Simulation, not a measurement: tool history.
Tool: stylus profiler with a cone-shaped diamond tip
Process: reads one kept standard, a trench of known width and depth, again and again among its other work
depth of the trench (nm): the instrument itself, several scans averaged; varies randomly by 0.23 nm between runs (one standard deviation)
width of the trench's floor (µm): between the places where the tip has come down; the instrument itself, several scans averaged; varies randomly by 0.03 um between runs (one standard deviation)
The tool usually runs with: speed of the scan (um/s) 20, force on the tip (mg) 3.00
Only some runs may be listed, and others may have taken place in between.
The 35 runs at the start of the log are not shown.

run	hour	speed of the scan (um/s)	force on the tip (mg)	depth of the trench (nm)	width of the trench's floor (µm)
36	683.9	6	8.69	1026.22	15.95
37	707.8	30	2.49	1011.39	15.91
38	732.7	30	8.55	1026.10	15.92
39	744.6	7	7.24	1023.32	15.93
40	760.9	36	1.12	1006.92	15.92
41	785.3	18	1.12	1006.66	15.91
42	806.5	21	1.25	1007.06	15.93
43	819.1	11	3.10	1013.30	15.92
44	830.7	5	5.88	1019.95	15.98
45	847.6	5	5.88	1020.49	15.97

Alternative continuations, all from the tool just after run 45; predict every row:
A	870.0	24	2.54	?	?
B	870.0	79	2.58	?	?
C	870.0	62	2.05	?	?
D	870.0	32	1.51	?	?

run	depth of the trench (nm)	width of the trench's floor (µm)
A	1011.65	15.91
B	1011.86	15.92
C	1009.71	15.85
D	1007.96	15.94
With the hidden condition removed and each run's random variation left untouched, the same runs would have given:
run	depth of the trench (nm)	width of the trench's floor (µm)
A	1011.66	15.92
B	1011.87	15.92
C	1009.73	15.86
D	1007.97	15.95

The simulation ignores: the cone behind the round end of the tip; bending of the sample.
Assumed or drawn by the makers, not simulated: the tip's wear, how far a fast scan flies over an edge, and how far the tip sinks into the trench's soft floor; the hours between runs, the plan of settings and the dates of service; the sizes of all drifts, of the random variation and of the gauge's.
